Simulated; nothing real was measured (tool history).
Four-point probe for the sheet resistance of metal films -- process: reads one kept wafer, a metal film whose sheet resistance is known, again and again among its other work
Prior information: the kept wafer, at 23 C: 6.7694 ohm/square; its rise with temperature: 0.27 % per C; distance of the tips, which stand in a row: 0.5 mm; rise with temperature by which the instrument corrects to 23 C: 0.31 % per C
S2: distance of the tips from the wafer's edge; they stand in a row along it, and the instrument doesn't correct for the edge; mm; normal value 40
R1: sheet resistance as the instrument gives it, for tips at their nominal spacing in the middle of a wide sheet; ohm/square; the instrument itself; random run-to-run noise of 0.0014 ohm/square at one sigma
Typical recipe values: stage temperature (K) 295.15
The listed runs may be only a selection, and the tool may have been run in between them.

run 1 hour=0 | stage_temperature_(K)=295.15 S2=40 | R1=6.804847
run 2 hour=20.7 | stage_temperature_(K)=295.15 S2=40 | R1=6.80576
run 3 hour=36.6 | stage_temperature_(K)=295.15 S2=40 | R1=6.805344
run 4 hour=59.8 | stage_temperature_(K)=295.15 S2=40 | R1=6.807284
run 5 hour=79.8 | stage_temperature_(K)=296.15 S2=40 | R1=6.803919
run 6 hour=95.3 | stage_temperature_(K)=296.15 S2=40 | R1=6.804459
run 7 hour=107.9 | stage_temperature_(K)=306.15 S2=40 | R1=6.774508
run 8 hour=119.1 | stage_temperature_(K)=306.15 S2=40 | R1=6.775021
run 9 hour=136.6 | stage_temperature_(K)=306.15 S2=40 | R1=6.773496
run 10 hour=161.2 | stage_temperature_(K)=306.15 S2=40 | R1=6.774027
run 11 hour=178.6 | stage_temperature_(K)=306.15 S2=4 | R1=6.831837
run 12 hour=198.2 | stage_temperature_(K)=306.15 S2=4 | R1=6.832709
run 13 hour=222.1 | stage_temperature_(K)=297.15 S2=44 | R1=6.806789
run 14 hour=248.5 | stage_temperature_(K)=297.15 S2=44 | R1=6.805242

Pick out some run-to-run changes in R1. Of each, how much would a tool without hidden state show as well, from the settings, what came in and chance, and how much is left for the hidden state and any gauge scatter not in both results compared?
Hidden conditions of the tool in this case: inner tips' distance over the nominal, %; tips' flats over new ones', %; wafer's true temperature over the reading, C; drift of the gauge itself on sheet_ohm, %.
Run 10 -> 11: S2 40 -> 4. R1 +0.05781 ohm/square: hidden state +0.000732, all else +0.057078.

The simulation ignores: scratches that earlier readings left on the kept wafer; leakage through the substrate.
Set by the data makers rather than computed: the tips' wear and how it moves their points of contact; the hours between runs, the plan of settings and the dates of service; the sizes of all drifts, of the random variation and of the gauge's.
